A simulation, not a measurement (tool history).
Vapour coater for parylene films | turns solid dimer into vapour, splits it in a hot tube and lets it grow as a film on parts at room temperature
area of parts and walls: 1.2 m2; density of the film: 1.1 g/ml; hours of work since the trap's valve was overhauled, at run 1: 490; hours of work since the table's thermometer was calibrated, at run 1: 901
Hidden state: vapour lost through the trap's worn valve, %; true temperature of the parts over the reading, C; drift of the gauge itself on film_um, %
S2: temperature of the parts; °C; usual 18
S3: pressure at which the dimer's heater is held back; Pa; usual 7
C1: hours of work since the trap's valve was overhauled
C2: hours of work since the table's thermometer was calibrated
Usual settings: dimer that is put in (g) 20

run 1 day=0 | dimer_that_is_put_in_(g)=20 S2=18 S3=7 | C1=490 C2=901 | thickness_of_the_film_(um)=9.73
run 2 day=2.221 | dimer_that_is_put_in_(g)=20 S2=18 S3=7 | C1=515 C2=926 | thickness_of_the_film_(um)=9.66
run 3 day=3.258 | dimer_that_is_put_in_(g)=20 S2=18 S3=7 | C1=527 C2=938 | thickness_of_the_film_(um)=9.61
run 4 day=4.729 | dimer_that_is_put_in_(g)=20 S2=18 S3=7 | C1=544 C2=955 | thickness_of_the_film_(um)=9.82
-- day=7.067 trap's valve overhauled
run 5 day=7.067 | dimer_that_is_put_in_(g)=16 S2=18 S3=7 | C1=0 C2=980 | thickness_of_the_film_(um)=7.86
run 6 day=8.888 | dimer_that_is_put_in_(g)=16 S2=18 S3=7 | C1=21 C2=1001 | thickness_of_the_film_(um)=7.78
run 7 day=10.188 | dimer_that_is_put_in_(g)=16 S2=18 S3=7 | C1=36 C2=1016 | thickness_of_the_film_(um)=7.82
run 8 day=11.538 | dimer_that_is_put_in_(g)=16 S2=18 S3=7 | C1=51 C2=1031 | thickness_of_the_film_(um)=7.84
run 9 day=13.854 | dimer_that_is_put_in_(g)=20 S2=18 S3=7 | C1=78 C2=1058 | thickness_of_the_film_(um)=9.84
run 10 day=15.258 | dimer_that_is_put_in_(g)=20 S2=18 S3=7 | C1=94 C2=1074 | thickness_of_the_film_(um)=9.7
run 11 day=17.2 | dimer_that_is_put_in_(g)=20 S2=18 S3=7 | C1=116 C2=1096 | thickness_of_the_film_(um)=9.84
run 12 day=18.458 | dimer_that_is_put_in_(g)=20 S2=18 S3=7 | C1=131 C2=1111 | thickness_of_the_film_(um)=9.87
run 13 day=19.504 | dimer_that_is_put_in_(g)=20 S2=18 S3=7 | C1=143 C2=1123 | thickness_of_the_film_(um)=9.68
run 14 day=20.996 | dimer_that_is_put_in_(g)=20 S2=18 S3=7 | C1=160 C2=1140 | thickness_of_the_film_(um)=9.7
run 15 day=22.512 | dimer_that_is_put_in_(g)=20 S2=18 S3=7 | C1=177 C2=1157 | thickness_of_the_film_(um)=9.8
run 16 day=23.925 | dimer_that_is_put_in_(g)=34 S2=18 S3=7 | C1=193 C2=1173 | thickness_of_the_film_(um)=16.57
run 17 day=25.354 | dimer_that_is_put_in_(g)=26 S2=16 S3=7 | C1=210 C2=1190 | thickness_of_the_film_(um)=13.51
run 18 day=26.45 | dimer_that_is_put_in_(g)=9 S2=18 S3=9.74 | C1=222 C2=1202 | thickness_of_the_film_(um)=4.08
run 19 day=28.075 | dimer_that_is_put_in_(g)=12 S2=19 S3=5.35 | C1=241 C2=1221 | thickness_of_the_film_(um)=6
run 20 day=30.021 | dimer_that_is_put_in_(g)=12 S2=14 S3=5.35 | C1=263 C2=1243 | thickness_of_the_film_(um)=6.89
run 21 day=31.629 | dimer_that_is_put_in_(g)=12 S2=14 S3=5.35 | C1=282 C2=1262 | thickness_of_the_film_(um)=6.86
run 22 day=33.283 | dimer_that_is_put_in_(g)=12 S2=14 S3=5.35 | C1=301 C2=1281 | thickness_of_the_film_(um)=6.84
run 23 day=34.821 | dimer_that_is_put_in_(g)=32 S2=27 S3=11.09 | C1=318 C2=1298 | thickness_of_the_film_(um)=11.02
run 24 day=35.771 | dimer_that_is_put_in_(g)=34 S2=27 S3=9.37 | C1=329 C2=1309 | thickness_of_the_film_(um)=12.08
run 25 day=37.225 | dimer_that_is_put_in_(g)=28 S2=18 S3=7 | C1=346 C2=1326 | thickness_of_the_film_(um)=13.74
run 26 day=39.358 | dimer_that_is_put_in_(g)=10 S2=18 S3=7 | C1=370 C2=1350 | thickness_of_the_film_(um)=4.89
run 27 day=40.9 | dimer_that_is_put_in_(g)=13 S2=29 S3=3.51 | C1=388 C2=1368 | thickness_of_the_film_(um)=5.08
run 28 day=42.133 | dimer_that_is_put_in_(g)=20 S2=14 S3=7 | C1=402 C2=1382 | thickness_of_the_film_(um)=10.93
run 29 day=43.133 | dimer_that_is_put_in_(g)=20 S2=23 S3=8.62 | C1=414 C2=1394 | thickness_of_the_film_(um)=8.15
run 30 day=44.096 | dimer_that_is_put_in_(g)=20 S2=23 S3=8.62 | C1=425 C2=1405 | thickness_of_the_film_(um)=8.11
run 31 day=46.371 | dimer_that_is_put_in_(g)=12 S2=18 S3=9.07 | C1=451 C2=1431 | thickness_of_the_film_(um)=5.51

Hidden state at the last listed run before each entry between runs and at the first one after, where it differs:
Between runs 4 and 5: trap's valve overhauled (day 7.067)
  vapour lost through the trap's worn valve, %: 0.6 -> 0
